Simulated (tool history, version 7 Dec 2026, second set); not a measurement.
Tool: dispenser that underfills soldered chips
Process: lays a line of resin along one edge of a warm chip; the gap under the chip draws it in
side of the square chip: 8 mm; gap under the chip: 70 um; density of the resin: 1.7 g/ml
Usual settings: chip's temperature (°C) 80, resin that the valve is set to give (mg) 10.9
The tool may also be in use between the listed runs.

run   hour  chip's temperature (°C)  resin that the valve is set to give (mg)  time until the resin shows at the far edge (s)  resin that the valve gave (mg)
  1      0                       80                                      10.9                                            33.1                           10.91
       4.3  -- new syringe of resin
  2   11.8                       80                                      10.9                                            32.3                           10.86
      15.9  -- new syringe of resin
  3   21.9                       80                                      10.9                                            30.3                           10.85
      27.9  -- new syringe of resin
  4   31.1                       74                                      10.9                                              31                           10.81
      39.3  -- new syringe of resin
  5   42.9                       74                                      10.9                                            31.5                           10.77
      51.1  -- new syringe of resin
  6   53.8                       74                                      10.9                                            30.8                           10.78
  7   59.1                       74                                      10.9                                            40.5                           10.76
      62.7  -- new syringe of resin
  8   70.8                       80                                      10.9                                            35.2                           10.71
      74.2  -- new syringe of resin
  9   80.6                       80                                      10.1                                            30.8                            9.92
      85.9  -- new syringe of resin
 10   88.7                       80                                      10.1                                              24                            9.89
      97.7  -- new syringe of resin
 11  100.5                       80                                      10.1                                            25.3                            9.86
     109.4  -- new syringe of resin
 12  109.9                       80                                      10.1                                            21.8                            9.84
       121  -- new syringe of resin
 13  121.2                       87                                      10.9                                            17.7                           10.59
 14  126.9                       79                                      14.1                                            29.8                           13.66
     132.4  -- new syringe of resin
     136.4  -- dispensing valve cleaned and set on the balance
 15  138.7                       80                                      11.6                                            28.6                           11.59
     144.8  -- new syringe of resin
 16  144.9                       83                                      12.1                                            18.6                           12.07
 17  153.5                       91                                        13                                            23.8                           12.92
     156.4  -- new syringe of resin
 18  162.3                       91                                        13                                            20.6                           12.92
     168.2  -- new syringe of resin
 19  172.5                       75                                      12.3                                            30.3                           12.22
     180.3  -- new syringe of resin
 20  180.5                       80                                      13.6                                            20.7                           13.47
 21  187.1                       67                                      11.5                                            45.9                           11.35
     192.3  -- new syringe of resin
 22  198.6                       76                                      12.7                                            34.4                           12.48
     203.9  -- new syringe of resin
 23  204.6                       76                                      12.7                                            24.5                           12.46

5 ways to go on from here, each from the tool as it stands after run 23. What would each give?
  A   214                       90                                      10.8                                               ?                               ?
  B   214                       93                                       9.9                                               ?                               ?
  C   214                       88                                        12                                               ?                               ?
  D   214                       82                                      13.7                                               ?                               ?
  E   214                       82                                      12.1                                               ?                               ?

run  time until the resin shows at the far edge (s)  resin that the valve gave (mg)
  A                                            28.4                           10.58
  B                                            26.3                             9.7
  C                                              29                           11.77
  D                                            35.2                           13.43
  E                                            35.7                           11.84
Without the tool's hidden state the same runs would have given:
run  time until the resin shows at the far edge (s)  resin that the valve gave (mg)
  A                                            14.6                            10.8
  B                                            13.4                             9.9
  C                                            14.8                           12.01
  D                                            18.1                           13.71
  E                                            18.6                           12.09
